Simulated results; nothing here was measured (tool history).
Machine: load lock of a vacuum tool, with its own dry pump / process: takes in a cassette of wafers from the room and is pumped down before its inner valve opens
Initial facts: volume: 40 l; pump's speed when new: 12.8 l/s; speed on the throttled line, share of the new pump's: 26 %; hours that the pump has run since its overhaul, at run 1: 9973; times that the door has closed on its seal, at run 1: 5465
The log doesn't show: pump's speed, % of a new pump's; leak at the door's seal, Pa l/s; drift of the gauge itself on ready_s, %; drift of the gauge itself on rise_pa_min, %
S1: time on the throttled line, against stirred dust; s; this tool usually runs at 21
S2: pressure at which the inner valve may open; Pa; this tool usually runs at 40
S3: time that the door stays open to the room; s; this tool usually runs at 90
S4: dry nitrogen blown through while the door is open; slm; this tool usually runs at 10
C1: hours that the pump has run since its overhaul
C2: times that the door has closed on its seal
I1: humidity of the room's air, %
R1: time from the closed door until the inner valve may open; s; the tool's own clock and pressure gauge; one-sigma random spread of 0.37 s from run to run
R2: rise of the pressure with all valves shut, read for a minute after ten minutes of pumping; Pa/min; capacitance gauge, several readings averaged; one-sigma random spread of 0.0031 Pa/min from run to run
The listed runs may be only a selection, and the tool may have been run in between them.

Run 1, day 0.000: usual settings; C1 9973; C2 5465; I1 47.1. Result: R1 40.2 s, R2 0.057 Pa/min.
Run 2, day 10.504: usual settings; C1 10225; C2 5888; I1 44.7. Result: R1 39.9 s, R2 0.060 Pa/min.
Run 3, day 21.629: usual settings; C1 10492; C2 6337; I1 45.2. Result: R1 40.3 s, R2 0.060 Pa/min.
Run 4, day 33.254: usual settings; C1 10771; C2 6805; I1 48.5. Result: R1 40.6 s, R2 0.067 Pa/min.
Run 5, day 38.583: usual settings; C1 10899; C2 7020; I1 47.4. Result: R1 39.6 s, R2 0.062 Pa/min.
Run 6, day 46.404: usual settings; C1 11086; C2 7335; I1 43.3. Result: R1 39.7 s, R2 0.055 Pa/min.
Run 7, day 58.562: usual settings; C1 11378; C2 7825; I1 43.5. Result: R1 40.1 s, R2 0.053 Pa/min.
Run 8, day 64.646: usual settings; C1 11524; C2 8070; I1 42.9. Result: R1 39.8 s, R2 0.055 Pa/min.
Run 9, day 73.946: usual settings; C1 11747; C2 8445; I1 48.3. Result: R1 40.1 s, R2 0.067 Pa/min.
Run 10, day 79.400: usual settings but S2 69 Pa; C1 11878; C2 8665; I1 44.1. Result: R1 38.4 s, R2 0.057 Pa/min.
Run 11, day 86.567: usual settings but S1 15 s; C1 12050; C2 8953; I1 47.5. Result: R1 35.6 s, R2 0.062 Pa/min.
Run 12, day 94.000: usual settings but S1 15 s; C1 12229; C2 9253; I1 42.9. Result: R1 35.8 s, R2 0.051 Pa/min.
Run 13, day 101.258: usual settings but S1 15 s; C1 12403; C2 9545; I1 45.3. Result: R1 36.2 s, R2 0.053 Pa/min.
Run 14, day 113.696: usual settings but S1 11 s; C1 12701; C2 10046; I1 50.4. Result: R1 33.2 s, R2 0.067 Pa/min.
Run 15, day 125.525: usual settings but S1 11 s, S2 29 Pa; C1 12985; C2 10523; I1 42.2. Result: R1 33.1 s, R2 0.055 Pa/min.
Run 16, day 134.612: usual settings; C1 13203; C2 10889; I1 45.1. Result: R1 40.1 s, R2 0.063 Pa/min.
Run 17, day 146.633: usual settings; C1 13492; C2 11374; I1 47.9. Result: R1 40.2 s, R2 0.064 Pa/min.
Run 18, day 154.842: usual settings; C1 13689; C2 11704; I1 46.0. Result: R1 40.3 s, R2 0.063 Pa/min.
Run 19, day 164.275: usual settings; C1 13915; C2 12085; I1 45.8. Result: R1 39.6 s, R2 0.059 Pa/min.
Run 20, day 173.579: usual settings but S1 12 s, S3 119 s, S4 6 slm; C1 14139; C2 12459; I1 44.9. Result: R1 33.1 s, R2 0.084 Pa/min.
Run 21, day 180.496: usual settings but S1 12 s, S3 119 s, S4 6 slm; C1 14305; C2 12738; I1 44.2. Result: R1 33.2 s, R2 0.082 Pa/min.
Run 22, day 188.408: usual settings but S1 29 s, S2 28 Pa, S3 26 s, S4 39 slm; C1 14494; C2 13057; I1 46.0. Result: R1 47.5 s, R2 0.017 Pa/min.
Run 23, day 200.788: usual settings but S1 29 s, S2 28 Pa, S3 26 s, S4 39 slm; C1 14792; C2 13556; I1 48.2. Result: R1 47.1 s, R2 0.010 Pa/min.
Run 24, day 212.658: usual settings but S1 38 s, S2 46 Pa, S3 83 s, S4 36 slm; C1 15076; C2 14034; I1 45.8. Result: R1 51.9 s, R2 0.039 Pa/min.
Run 25, day 222.317: usual settings but S1 36 s, S2 72 Pa, S3 27 s, S4 36 slm; C1 15308; C2 14423; I1 42.8. Result: R1 49.5 s, R2 0.025 Pa/min.
Run 26, day 232.812: usual settings but S1 22 s, S2 72 Pa, S3 27 s, S4 7 slm; C1 15560; C2 14846; I1 43.9. Result: R1 39.0 s, R2 0.032 Pa/min.
Run 27, day 244.908: usual settings but S1 22 s, S2 31 Pa, S3 27 s, S4 34 slm; C1 15850; C2 15333; I1 43.1. Result: R1 42.4 s, R2 0.013 Pa/min.
Run 28, day 253.954: usual settings but S1 22 s, S2 31 Pa, S3 27 s, S4 34 slm; C1 16068; C2 15698; I1 44.7. Result: R1 42.3 s, R2 0.017 Pa/min.
Run 29, day 262.346: usual settings but S1 22 s, S2 31 Pa, S3 70 s, S4 34 slm; C1 16269; C2 16036; I1 44.0. Result: R1 42.1 s, R2 0.030 Pa/min.
At day 268.850: dry pump taken out, an overhauled one fitted.
Run 30, day 269.312: usual settings but S3 73 s; C1 11; C2 16307; I1 42.8. Result: R1 40.5 s, R2 0.051 Pa/min.
Run 31, day 276.562: usual settings but S1 18 s, S2 72 Pa, S3 139 s, S4 16 slm; C1 185; C2 16599; I1 43.1. Result: R1 36.5 s, R2 0.064 Pa/min.
Run 32, day 287.304: usual settings but S1 18 s, S2 41 Pa, S3 149 s, S4 8 slm; C1 443; C2 17032; I1 46.9. Result: R1 37.7 s, R2 0.092 Pa/min.
Run 33, day 297.329: usual settings but S2 33 Pa; C1 684; C2 17436; I1 46.9. Result: R1 41.1 s, R2 0.063 Pa/min.
Run 34, day 308.629: usual settings but S1 25 s, S3 112 s, S4 4 slm; C1 955; C2 17891; I1 44.9. Result: R1 42.6 s, R2 0.075 Pa/min.
Run 35, day 319.279: usual settings but S1 18 s, S2 38 Pa; C1 1210; C2 18320; I1 46.2. Result: R1 38.1 s, R2 0.061 Pa/min.
Run 36, day 329.558: usual settings but S4 12 slm; C1 1457; C2 18734; I1 45.6. Result: R1 40.7 s, R2 0.056 Pa/min.
Run 37, day 340.121: usual settings but S2 50 Pa, S3 97 s; C1 1711; C2 19160; I1 47.1. Result: R1 39.8 s, R2 0.070 Pa/min.

Predict each of these 4 candidate next runs independently; none follows another, all start after run 37:
Run A, day 345.733: usual settings but S2 50 Pa, S3 176 s, S4 9 slm; C1 1845; C2 19386; I1 41.8. Result: R1 ?, R2 ?.
Run B, day 345.733: usual settings but S2 61 Pa, S3 236 s, S4 7 slm; C1 1845; C2 19386; I1 49.1. Result: R1 ?, R2 ?.
Run C, day 345.733: usual settings but S2 64 Pa, S3 48 s; C1 1845; C2 19386; I1 44.9. Result: R1 ?, R2 ?.
Run D, day 345.733: usual settings but S1 33 s, S2 38 Pa, S3 56 s; C1 1845; C2 19386; I1 44.0. Result: R1 ?, R2 ?.

run    R1     R2
  A  39.8  0.090
  B  38.7  0.142
  C  38.7  0.036
  D  49.2  0.037
Stripped of hidden state, with their random variation kept, the same runs would have yielded:
run    R1     R2
  A  39.8  0.089
  B  38.7  0.141
  C  38.7  0.036
  D  49.2  0.037
